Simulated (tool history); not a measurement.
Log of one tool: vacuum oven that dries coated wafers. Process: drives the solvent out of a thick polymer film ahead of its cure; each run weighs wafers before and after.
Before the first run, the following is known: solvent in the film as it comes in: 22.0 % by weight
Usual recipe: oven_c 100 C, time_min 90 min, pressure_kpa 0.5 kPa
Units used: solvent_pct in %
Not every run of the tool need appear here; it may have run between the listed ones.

run	hour	oven_c	time_min	pressure_kpa	solvent_pct
1	0	100	90	0.5	2.72
2	8.4	100	90	0.5	2.78
3	20.1	100	90	0.5	2.77
4	27.2	107	90	0.5	1.39
5	33.1	100	90	0.88	2.81
6	44.5	100	90	0.88	2.79
7	55.5	100	90	0.5	2.75
8	65.6	113	90	0.5	0.64
9	74.1	113	90	0.347	0.61
10	80.9	93	90	0.347	4.6
11	89.1	100	90	1.856	3.05
12	100	93	90	0.5	4.61
13	105.4	93	90	0.5	4.7
14	116	93	85	0.429	5.07
15	127.4	96	69	0.824	5.35
16	139.1	97	152	1.552	1.65
17	150.2	97	82	0.5	4.02
18	155.7	101	111	0.5	1.68
19	165.7	87	127	0.292	4.43
20	171.9	87	124	1.595	4.97
21	183.3	109	52	1.595	3.63
22	193.2	86	90	1.246	7.25
23	203.9	98	50	0.5	6.78
24	210.2	98	50	0.5	6.72

5 options for the next run, each taken on its own from the tool as it stands now. Forecast them:
A	219	106	101	1.161	?
B	219	111	129	1.125	?
C	219	105	50	1.774	?
D	219	100	90	1.403	?
E	219	100	90	1.807	?

run	solvent_pct
A	1.31
B	0.41
C	4.88
D	2.97
E	3.06
Without the tool's unlogged condition, the same runs would have read:
run	solvent_pct
A	1.34
B	0.4
C	4.98
D	3.03
E	3.13

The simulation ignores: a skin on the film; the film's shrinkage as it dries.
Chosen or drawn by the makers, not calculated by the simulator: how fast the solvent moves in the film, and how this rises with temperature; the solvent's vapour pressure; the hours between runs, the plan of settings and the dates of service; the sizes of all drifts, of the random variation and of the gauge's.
